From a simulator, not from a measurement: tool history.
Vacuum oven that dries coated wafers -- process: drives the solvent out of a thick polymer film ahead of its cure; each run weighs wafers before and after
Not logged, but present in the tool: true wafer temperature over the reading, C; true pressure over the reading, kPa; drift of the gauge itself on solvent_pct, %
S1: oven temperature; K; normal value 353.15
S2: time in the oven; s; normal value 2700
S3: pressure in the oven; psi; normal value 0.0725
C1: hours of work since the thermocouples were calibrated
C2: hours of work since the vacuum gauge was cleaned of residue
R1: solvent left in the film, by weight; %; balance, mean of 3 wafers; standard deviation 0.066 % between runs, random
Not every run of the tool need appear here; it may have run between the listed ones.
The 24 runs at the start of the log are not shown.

Run 25, day 10.604: usual settings but S3 0.0579 psi; C1 1080; C2 463. Result: R1 3.49 %.
Run 26, day 10.950: usual settings but S3 0.0579 psi; C1 1086; C2 468. Result: R1 3.60 %.
Run 27, day 11.200: usual settings but S3 0.0579 psi; C1 1090; C2 473. Result: R1 3.53 %.
Run 28, day 11.792: usual settings but S1 354.15 K, S2 2760 s; C1 1099; C2 482. Result: R1 3.28 %.
Run 29, day 12.092: usual settings but S1 354.15 K, S2 1920 s, S3 0.2764 psi; C1 1104; C2 487. Result: R1 5.46 %.
Run 30, day 12.642: usual settings but S1 368.15 K, S2 2760 s, S3 0.2676 psi; C1 1113; C2 496. Result: R1 1.03 %.
Run 31, day 13.067: usual settings but S1 368.15 K, S2 2760 s, S3 0.2676 psi; C1 1120; C2 503. Result: R1 1.00 %.
Run 32, day 13.588: usual settings but S1 357.15 K, S2 2760 s, S3 0.2676 psi; C1 1129; C2 511. Result: R1 2.89 %.
Run 33, day 14.125: usual settings but S2 4680 s, S3 0.2840 psi; C1 1138; C2 520. Result: R1 1.83 %.
Run 34, day 14.717: usual settings but S1 359.15 K, S3 0.1549 psi; C1 1147; C2 530. Result: R1 2.28 %.
Run 35, day 15.038: usual settings but S1 359.15 K, S3 0.1549 psi; C1 1152; C2 535. Result: R1 2.33 %.
Run 36, day 15.454: usual settings but S1 351.15 K, S3 0.1549 psi; C1 1159; C2 542. Result: R1 4.22 %.
Run 37, day 15.871: usual settings but S1 351.15 K, S3 0.1549 psi; C1 1166; C2 549. Result: R1 4.45 %.
Run 38, day 16.142: usual settings but S1 351.15 K, S3 0.1549 psi; C1 1170; C2 553. Result: R1 4.37 %.
Run 39, day 16.533: usual settings but S1 351.15 K, S2 4500 s, S3 0.1549 psi; C1 1177; C2 560. Result: R1 1.96 %.
Run 40, day 17.038: usual settings but S1 351.15 K, S2 4500 s, S3 0.1549 psi; C1 1185; C2 568. Result: R1 2.04 %.
Run 41, day 17.354: usual settings but S1 351.15 K, S2 4500 s, S3 0.1549 psi; C1 1190; C2 573. Result: R1 1.89 %.
Run 42, day 17.779: usual settings but S1 351.15 K, S2 4500 s, S3 0.1549 psi; C1 1197; C2 580. Result: R1 2.04 %.
Run 43, day 18.358: usual settings but S1 351.15 K, S2 4500 s, S3 0.1549 psi; C1 1207; C2 589. Result: R1 2.03 %.
Run 44, day 18.954: usual settings but S1 359.15 K, S2 3780 s; C1 1216; C2 599. Result: R1 1.07 %.
Run 45, day 19.525: usual settings but S1 359.15 K, S2 3780 s; C1 1226; C2 608. Result: R1 1.00 %.

Consider 3 possible next runs. They are alternatives, not a sequence: every one starts from the tool as it was left by run 45. What does each give?
Run A, day 19.996: usual settings but S1 359.15 K, S2 3780 s, S3 0.0434 psi; C1 1233; C2 616. Result: R1 ?.
Run B, day 19.996: usual settings but S2 3360 s, S3 0.1407 psi; C1 1233; C2 616. Result: R1 ?.
Run C, day 19.996: usual settings but S1 338.15 K, S2 1980 s, S3 0.2075 psi; C1 1233; C2 616. Result: R1 ?.

run     R1
  A   0.93
  B   2.65
  C  10.33
With the hidden condition removed and each run's random variation left untouched, the same runs would have given:
run     R1
  A   1.33
  B   3.38
  C  11.15
